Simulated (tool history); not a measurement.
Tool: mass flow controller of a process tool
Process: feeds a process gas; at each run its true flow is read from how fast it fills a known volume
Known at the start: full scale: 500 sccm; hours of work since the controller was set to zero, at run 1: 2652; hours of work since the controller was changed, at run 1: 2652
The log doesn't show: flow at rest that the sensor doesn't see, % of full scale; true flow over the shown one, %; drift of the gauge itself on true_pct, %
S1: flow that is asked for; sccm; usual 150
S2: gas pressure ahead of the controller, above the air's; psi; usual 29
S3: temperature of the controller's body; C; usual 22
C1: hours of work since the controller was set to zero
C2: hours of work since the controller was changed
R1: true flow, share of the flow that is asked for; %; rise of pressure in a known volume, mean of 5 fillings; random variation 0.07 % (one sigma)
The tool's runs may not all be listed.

Run 1, hour 0: usual settings; C1 2652; C2 2652. Result: R1 99.09 %.
Run 2, hour 80.4: usual settings; C1 2702; C2 2702. Result: R1 98.85 %.
Run 3, hour 126.2: usual settings; C1 2731; C2 2731. Result: R1 98.72 %.
Run 4, hour 234.1: usual settings; C1 2798; C2 2798. Result: R1 98.53 %.
Run 5, hour 303.7: usual settings; C1 2841; C2 2841. Result: R1 98.31 %.
Run 6, hour 356: usual settings; C1 2873; C2 2873. Result: R1 98.21 %.
Run 7, hour 428.1: usual settings; C1 2918; C2 2918. Result: R1 97.94 %.
Run 8, hour 478.6: usual settings; C1 2950; C2 2950. Result: R1 98 %.
Run 9, hour 534.9: usual settings but S3 23 C; C1 2985; C2 2985. Result: R1 97.97 %.
Run 10, hour 634.2: usual settings; C1 3046; C2 3046. Result: R1 97.75 %.
Run 11, hour 681.9: usual settings but S3 35 C; C1 3076; C2 3076. Result: R1 98.63 %.
Run 12, hour 745.3: usual settings; C1 3115; C2 3115. Result: R1 97.4 %.
Run 13, hour 795.4: usual settings; C1 3146; C2 3146. Result: R1 97.22 %.
Run 14, hour 864.7: usual settings; C1 3190; C2 3190. Result: R1 97.11 %.
Run 15, hour 957.5: usual settings but S2 30.6 psi; C1 3247; C2 3247. Result: R1 96.97 %.
Run 16, hour 1035.8: usual settings but S1 223 sccm; C1 3296; C2 3296. Result: R1 96.88 %.
At hour 1042.2: gauge calibrated.
Run 17, hour 1142.1: usual settings but S1 82 sccm; C1 3362; C2 3362. Result: R1 98.63 %.
Run 18, hour 1216.7: usual settings but S1 82 sccm; C1 3408; C2 3408. Result: R1 98.53 %.
Run 19, hour 1313.5: usual settings but S1 82 sccm; C1 3468; C2 3468. Result: R1 98.29 %.
Run 20, hour 1394.2: usual settings but S1 82 sccm; C1 3519; C2 3519. Result: R1 98.22 %.
Run 21, hour 1452.1: usual settings but S1 82 sccm; C1 3555; C2 3555. Result: R1 97.85 %.
Run 22, hour 1539.1: usual settings but S2 27.8 psi; C1 3609; C2 3609. Result: R1 97.97 %.
Run 23, hour 1631.7: usual settings but S2 27.8 psi; C1 3666; C2 3666. Result: R1 97.72 %.
Run 24, hour 1676.9: usual settings but S2 27.8 psi; C1 3694; C2 3694. Result: R1 97.59 %.
Run 25, hour 1747.1: usual settings but S2 27.8 psi, S3 23 C; C1 3738; C2 3738. Result: R1 97.7 %.
Run 26, hour 1856.5: usual settings but S2 24.4 psi, S3 23 C; C1 3806; C2 3806. Result: R1 97.43 %.
Run 27, hour 1942.1: usual settings but S2 24.4 psi, S3 23 C; C1 3859; C2 3859. Result: R1 97.23 %.
Run 28, hour 2027.7: usual settings but S2 25.2 psi, S3 24 C; C1 3912; C2 3912. Result: R1 96.98 %.
Run 29, hour 2097.6: usual settings but S1 60 sccm, S2 32.5 psi, S3 32 C; C1 3956; C2 3956. Result: R1 97.25 %.
Run 30, hour 2189.3: usual settings but S1 60 sccm, S2 35.5 psi, S3 29 C; C1 4013; C2 4013. Result: R1 96.93 %.
Run 31, hour 2238.5: usual settings but S2 22.8 psi, S3 20 C; C1 4043; C2 4043. Result: R1 96.28 %.
At hour 2256.6: controller's zero set anew.
Run 32, hour 2322.1: usual settings but S2 22.8 psi, S3 20 C; C1 41; C2 4095. Result: R1 96.09 %.
Run 33, hour 2433.1: usual settings but S2 22.8 psi, S3 20 C; C1 110; C2 4164. Result: R1 95.8 %.
Run 34, hour 2516.2: usual settings but S2 22.8 psi, S3 20 C; C1 161; C2 4216. Result: R1 95.62 %.
Run 35, hour 2589.4: usual settings but S1 399 sccm, S2 30.2 psi, S3 33 C; C1 207; C2 4261. Result: R1 96.99 %.
Run 36, hour 2650.7: usual settings but S3 37 C; C1 245; C2 4299. Result: R1 96.48 %.
Run 37, hour 2709: usual settings but S3 37 C; C1 281; C2 4336. Result: R1 96.47 %.
Run 38, hour 2812.6: usual settings but S3 37 C; C1 346; C2 4400. Result: R1 96.28 %.
Run 39, hour 2892.8: usual settings but S3 37 C; C1 395; C2 4450. Result: R1 96.13 %.
At hour 2921.3: gauge calibrated.
Run 40, hour 2943.4: usual settings but S3 37 C; C1 427; C2 4481. Result: R1 100.16 %.
Run 41, hour 3005.5: usual settings but S1 235 sccm, S2 35.2 psi, S3 36 C; C1 466; C2 4520. Result: R1 100.13 %.
Run 42, hour 3071.7: usual settings but S1 148 sccm; C1 507; C2 4561. Result: R1 98.65 %.
Run 43, hour 3172.5: usual settings but S1 148 sccm; C1 569; C2 4624. Result: R1 98.42 %.
Run 44, hour 3244.2: usual settings but S1 148 sccm; C1 614; C2 4668. Result: R1 98.35 %.
Run 45, hour 3308.1: usual settings but S1 148 sccm; C1 654; C2 4708. Result: R1 98.31 %.
Run 46, hour 3395.3: usual settings but S1 148 sccm; C1 708; C2 4762. Result: R1 97.83 %.
Run 47, hour 3442.4: usual settings but S1 69 sccm, S2 35.2 psi; C1 737; C2 4791. Result: R1 97.67 %.

4 ways to go on from here, each from the tool as it stands after run 47. What would each give?
Run A, hour 3499.6: usual settings but S2 25.1 psi; C1 773; C2 4827. Result: R1 ?.
Run B, hour 3499.6: usual settings but S1 426 sccm, S2 23.4 psi, S3 24 C; C1 773; C2 4827. Result: R1 ?.
Run C, hour 3499.6: usual settings but S1 71 sccm, S2 34.8 psi, S3 39 C; C1 773; C2 4827. Result: R1 ?.
Run D, hour 3499.6: usual settings but S1 462 sccm, S2 34.2 psi; C1 773; C2 4827. Result: R1 ?.

run     R1
  A  97.78
  B  98.56
  C  98.83
  D  98.43
Without the tool's hidden state the same runs would have given:
run      R1
  A   99.05
  B   99.85
  C  100.12
  D   99.71
